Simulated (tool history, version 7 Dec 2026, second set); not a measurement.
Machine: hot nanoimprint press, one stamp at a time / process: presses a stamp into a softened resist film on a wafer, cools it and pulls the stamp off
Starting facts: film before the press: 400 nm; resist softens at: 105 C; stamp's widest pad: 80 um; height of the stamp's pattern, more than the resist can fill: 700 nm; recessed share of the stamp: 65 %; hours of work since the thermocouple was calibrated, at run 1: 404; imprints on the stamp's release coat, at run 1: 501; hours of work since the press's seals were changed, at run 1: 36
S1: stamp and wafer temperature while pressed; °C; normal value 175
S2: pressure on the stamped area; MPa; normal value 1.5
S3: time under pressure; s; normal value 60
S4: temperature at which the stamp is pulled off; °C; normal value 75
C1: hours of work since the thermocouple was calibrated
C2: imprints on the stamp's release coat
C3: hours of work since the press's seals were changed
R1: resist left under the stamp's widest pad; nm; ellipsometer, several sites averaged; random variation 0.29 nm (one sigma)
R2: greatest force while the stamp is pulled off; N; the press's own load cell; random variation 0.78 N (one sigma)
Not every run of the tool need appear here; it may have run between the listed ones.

{"run": 1, "day": 0.0, "S1": 175, "S2": 1.5, "S3": 60, "S4": 75, "C1": 404, "C2": 501, "C3": 36, "R1": 192.7, "R2": 179.9}
{"run": 2, "day": 0.95, "S1": 175, "S2": 1.5, "S3": 60, "S4": 75, "C1": 421, "C2": 570, "C3": 53, "R1": 192.6, "R2": 179.4}
{"run": 3, "day": 1.529, "S1": 175, "S2": 0.97, "S3": 60, "S4": 75, "C1": 431, "C2": 611, "C3": 63, "R1": 237, "R2": 179.8}
{"run": 4, "day": 2.071, "S1": 175, "S2": 0.97, "S3": 60, "S4": 75, "C1": 440, "C2": 651, "C3": 72, "R1": 236.7, "R2": 180.5}
{"day": 2.7, "done": "stamp cleaned and given a new release coat"}
{"day": 3.2, "done": "plate thermocouple calibrated"}
{"run": 5, "day": 3.4, "S1": 175, "S2": 0.97, "S3": 60, "S4": 75, "C1": 4, "C2": 41, "C3": 89, "R1": 237.1, "R2": 180.5}
{"run": 6, "day": 4.354, "S1": 175, "S2": 1.5, "S3": 60, "S4": 70, "C1": 20, "C2": 110, "C3": 106, "R1": 193.1, "R2": 183.7}
{"run": 7, "day": 5.129, "S1": 175, "S2": 1.5, "S3": 60, "S4": 70, "C1": 34, "C2": 166, "C3": 119, "R1": 192.5, "R2": 184.5}
{"run": 8, "day": 5.554, "S1": 175, "S2": 1.5, "S3": 60, "S4": 70, "C1": 41, "C2": 197, "C3": 126, "R1": 192.8, "R2": 185.2}
{"run": 9, "day": 5.958, "S1": 175, "S2": 1.5, "S3": 60, "S4": 70, "C1": 48, "C2": 226, "C3": 133, "R1": 192.9, "R2": 185.9}
{"run": 10, "day": 6.612, "S1": 175, "S2": 1.16, "S3": 60, "S4": 70, "C1": 59, "C2": 273, "C3": 145, "R1": 218.8, "R2": 185.3}
{"run": 11, "day": 7.296, "S1": 175, "S2": 1.16, "S3": 60, "S4": 73, "C1": 71, "C2": 322, "C3": 157, "R1": 218.8, "R2": 182.4}
{"run": 12, "day": 7.867, "S1": 175, "S2": 1.5, "S3": 107, "S4": 75, "C1": 81, "C2": 364, "C3": 167, "R1": 158.3, "R2": 179.6}
{"run": 13, "day": 8.312, "S1": 175, "S2": 1.35, "S3": 107, "S4": 75, "C1": 89, "C2": 396, "C3": 174, "R1": 166.4, "R2": 180.3}
{"run": 14, "day": 8.846, "S1": 175, "S2": 1.5, "S3": 60, "S4": 75, "C1": 98, "C2": 434, "C3": 184, "R1": 192.8, "R2": 180.4}
{"run": 15, "day": 9.392, "S1": 175, "S2": 1.5, "S3": 60, "S4": 75, "C1": 108, "C2": 474, "C3": 193, "R1": 193.2, "R2": 179.9}
{"run": 16, "day": 10.217, "S1": 168, "S2": 2.02, "S3": 66, "S4": 76, "C1": 122, "C2": 533, "C3": 208, "R1": 201, "R2": 177.9}
{"run": 17, "day": 10.829, "S1": 175, "S2": 1.84, "S3": 36, "S4": 75, "C1": 133, "C2": 577, "C3": 218, "R1": 206, "R2": 181.2}
{"run": 18, "day": 11.346, "S1": 175, "S2": 1.5, "S3": 62, "S4": 70, "C1": 142, "C2": 615, "C3": 227, "R1": 190.4, "R2": 184.8}
{"day": 12.467, "done": "stamp cleaned and given a new release coat"}
{"run": 19, "day": 12.467, "S1": 178, "S2": 1.42, "S3": 56, "S4": 79, "C1": 157, "C2": 0, "C3": 242, "R1": 185.8, "R2": 173.8}
{"run": 20, "day": 13.288, "S1": 174, "S2": 1.42, "S3": 64, "S4": 66, "C1": 171, "C2": 59, "C3": 257, "R1": 199.6, "R2": 189.4}
{"run": 21, "day": 13.825, "S1": 166, "S2": 1.42, "S3": 64, "S4": 63, "C1": 180, "C2": 98, "C3": 266, "R1": 253, "R2": 193.2}
{"run": 22, "day": 14.296, "S1": 166, "S2": 1.42, "S3": 112, "S4": 63, "C1": 189, "C2": 132, "C3": 274, "R1": 214, "R2": 193.2}
{"run": 23, "day": 14.75, "S1": 186, "S2": 1.5, "S3": 60, "S4": 75, "C1": 197, "C2": 164, "C3": 282, "R1": 140.1, "R2": 179.1}
{"run": 24, "day": 15.238, "S1": 163, "S2": 1.5, "S3": 39, "S4": 75, "C1": 205, "C2": 200, "C3": 291, "R1": 301.3, "R2": 180.3}
{"run": 25, "day": 15.983, "S1": 163, "S2": 1.5, "S3": 39, "S4": 75, "C1": 218, "C2": 254, "C3": 303, "R1": 300.1, "R2": 179.1}
{"run": 26, "day": 16.625, "S1": 175, "S2": 1.5, "S3": 98, "S4": 65, "C1": 229, "C2": 300, "C3": 315, "R1": 162.7, "R2": 190}
{"run": 27, "day": 17.217, "S1": 175, "S2": 1.5, "S3": 98, "S4": 65, "C1": 239, "C2": 342, "C3": 325, "R1": 162.8, "R2": 191.3}
{"run": 28, "day": 17.996, "S1": 176, "S2": 1.05, "S3": 98, "S4": 65, "C1": 253, "C2": 399, "C3": 338, "R1": 189.8, "R2": 191.5}
{"run": 29, "day": 18.958, "S1": 176, "S2": 1.05, "S3": 98, "S4": 65, "C1": 270, "C2": 468, "C3": 355, "R1": 190.2, "R2": 191.2}
{"run": 30, "day": 19.95, "S1": 181, "S2": 0.97, "S3": 56, "S4": 75, "C1": 287, "C2": 540, "C3": 372, "R1": 207.1, "R2": 178.9}

Hidden state at the last listed run before each entry between runs and at the first one after, where it differs:
From run 4 to run 5: stamp cleaned and given a new release coat (day 2.7); plate thermocouple calibrated (day 3.2)
  true temperature over the reading, C: 0.02 -> 0; grip of the stamp's worn release coat, % over a new coat's: 0.2 -> 0
From run 18 to run 19: stamp cleaned and given a new release coat (day 12.467)
  grip of the stamp's worn release coat, % over a new coat's: 0.1 -> 0
